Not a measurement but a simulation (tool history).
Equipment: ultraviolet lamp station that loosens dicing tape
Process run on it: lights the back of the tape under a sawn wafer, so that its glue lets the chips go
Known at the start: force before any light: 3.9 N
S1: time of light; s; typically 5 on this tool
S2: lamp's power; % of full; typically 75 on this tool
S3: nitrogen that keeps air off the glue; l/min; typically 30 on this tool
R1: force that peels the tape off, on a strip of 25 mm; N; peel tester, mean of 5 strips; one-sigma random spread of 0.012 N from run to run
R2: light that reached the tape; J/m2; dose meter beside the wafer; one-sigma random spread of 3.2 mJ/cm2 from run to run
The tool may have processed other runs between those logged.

| run | day | S1 | S2 | S3 | R1 | R2 |
|---|---|---|---|---|---|---|
| 1 | 0 | 5 | 75 | 30 | 0.801 | 3760 |
| 2 | 0.521 | 5 | 90 | 30 | 0.64 | 4500 |
| 3 | 1.338 | 5 | 75 | 26 | 0.858 | 3660 |
| 4 | 1.954 | 5 | 75 | 26 | 0.863 | 3620 |
| 5 | 2.65 | 5 | 75 | 26 | 0.911 | 3690 |
| 6 | 3.396 | 5 | 75 | 26 | 0.906 | 3580 |
| 7 | 4.304 | 5 | 75 | 30 | 0.828 | 3560 |
|  | 4.754 | window cleaned of glue's vapour |
| 8 | 5.338 | 8 | 75 | 30 | 0.5 | 5330 |
| 9 | 6.125 | 10 | 74 | 56 | 0.308 | 6540 |
|  | 6.317 | window cleaned of glue's vapour, once more |
| 10 | 6.612 | 10 | 74 | 56 | 0.266 | 8320 |
| 11 | 7.375 | 6 | 95 | 35 | 0.353 | 6380 |
| 12 | 8.117 | 6 | 95 | 35 | 0.367 | 6350 |
| 13 | 8.779 | 6 | 95 | 35 | 0.369 | 6260 |
| 14 | 9.8 | 3 | 75 | 48 | 1.095 | 2390 |
| 15 | 10.375 | 2 | 76 | 30 | 1.846 | 1630 |
| 16 | 11 | 4 | 62 | 30 | 1.214 | 2710 |

Below are 4 alternative next runs, each starting from the tool's condition after run 16. Predict each:
| A | 11.946 | 4 | 89 | 30 | ? | ? |
| B | 11.946 | 3 | 62 | 45 | ? | ? |
| C | 11.946 | 5 | 75 | 46 | ? | ? |
| D | 11.946 | 4 | 62 | 53 | ? | ? |

| run | R1 | R2 |
|---|---|---|
| A | 0.77 | 3830 |
| B | 1.374 | 2020 |
| C | 0.578 | 3980 |
| D | 0.94 | 2670 |
Had the tool no hidden state, the same runs would have come out as:
| run | R1 | R2 |
|---|---|---|
| A | 0.59 | 4650 |
| B | 1.119 | 2450 |
| C | 0.442 | 4840 |
| D | 0.732 | 3250 |

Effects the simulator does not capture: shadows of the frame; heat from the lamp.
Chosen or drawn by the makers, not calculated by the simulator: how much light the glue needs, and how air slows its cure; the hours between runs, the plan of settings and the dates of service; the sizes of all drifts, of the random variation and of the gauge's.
